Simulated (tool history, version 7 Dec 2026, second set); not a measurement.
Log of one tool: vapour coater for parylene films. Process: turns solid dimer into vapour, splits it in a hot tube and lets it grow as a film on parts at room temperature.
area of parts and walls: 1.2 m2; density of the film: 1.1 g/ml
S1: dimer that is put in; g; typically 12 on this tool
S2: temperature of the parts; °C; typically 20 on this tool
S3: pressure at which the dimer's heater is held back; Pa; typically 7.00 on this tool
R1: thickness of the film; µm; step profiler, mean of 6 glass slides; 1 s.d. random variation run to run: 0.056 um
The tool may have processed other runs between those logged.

run,hour,S1,S2,S3,R1
1,0.0,12,20,7.00,6.50
2,48.2,10,20,7.00,5.41
3,125.6,12,17,7.00,6.97
4,191.5,12,17,7.00,6.83
# hour 206.3: trap's valve overhauled
5,273.5,12,17,7.00,6.94
6,346.5,12,17,7.00,6.94
7,390.3,12,17,7.00,6.94
8,445.6,12,17,7.00,6.97
9,498.4,12,20,2.21,7.45
10,576.3,12,20,7.00,6.52
# hour 584.7: table's thermometer calibrated
# hour 649.7: trap's valve overhauled
11,660.7,12,20,7.00,6.51
12,701.1,12,20,7.00,6.48
13,748.4,12,26,7.00,5.67
14,809.7,12,27,7.00,5.55
15,861.2,12,27,7.00,5.52
16,938.5,12,27,7.00,5.54
17,972.5,12,27,7.00,5.53
18,1028.6,12,20,7.00,6.47
# hour 1093.9: trap's valve overhauled
19,1103.9,12,20,7.00,6.54
20,1166.5,12,20,2.18,7.45
21,1210.2,12,20,2.18,7.43
22,1288.5,12,20,2.18,7.38
23,1333.7,12,20,2.18,7.35
24,1375.9,12,20,2.18,7.49
25,1444.7,12,20,2.18,7.47
26,1524.7,16,20,3.99,9.18
# hour 1535.4: trap's valve overhauled
27,1598.4,16,20,3.99,9.16
28,1673.3,22,18,7.00,12.47
29,1712.4,22,18,7.00,12.51
30,1760.7,22,18,7.00,12.54
31,1796.0,8,13,7.70,5.04
32,1841.0,8,13,7.70,5.00
33,1916.6,10,20,2.91,6.09
34,1965.9,18,13,5.67,11.71
# hour 1979.8: trap's valve overhauled
35,2003.1,18,13,5.67,11.78
36,2044.4,18,13,5.67,11.85
37,2079.7,18,13,5.67,11.68
38,2159.3,18,13,5.67,11.71
39,2204.7,9,20,7.73,4.82
40,2261.9,8,17,7.70,4.51
41,2294.5,8,17,7.70,4.66
42,2338.3,12,21,3.37,6.85
43,2404.1,12,27,3.37,5.96
# hour 2422.7: trap's valve overhauled
44,2487.4,12,27,3.37,5.97
45,2542.4,5,20,7.00,2.73
46,2618.5,7,31,6.35,2.99
47,2693.5,18,15,6.35,11.09

Each row is a separate what-if for the run after 47, all from the same tool condition, not one after another. Results?
A,2738.5,11,32,7.00,?
B,2738.5,12,19,7.00,?
C,2738.5,11,25,7.60,?
D,2738.5,18,15,3.77,?

run,R1
A,4.51
B,6.53
C,5.31
D,11.88
With the hidden condition removed and each run's random variation left untouched, the same runs would have given:
run,R1
A,4.53
B,6.55
C,5.33
D,11.93
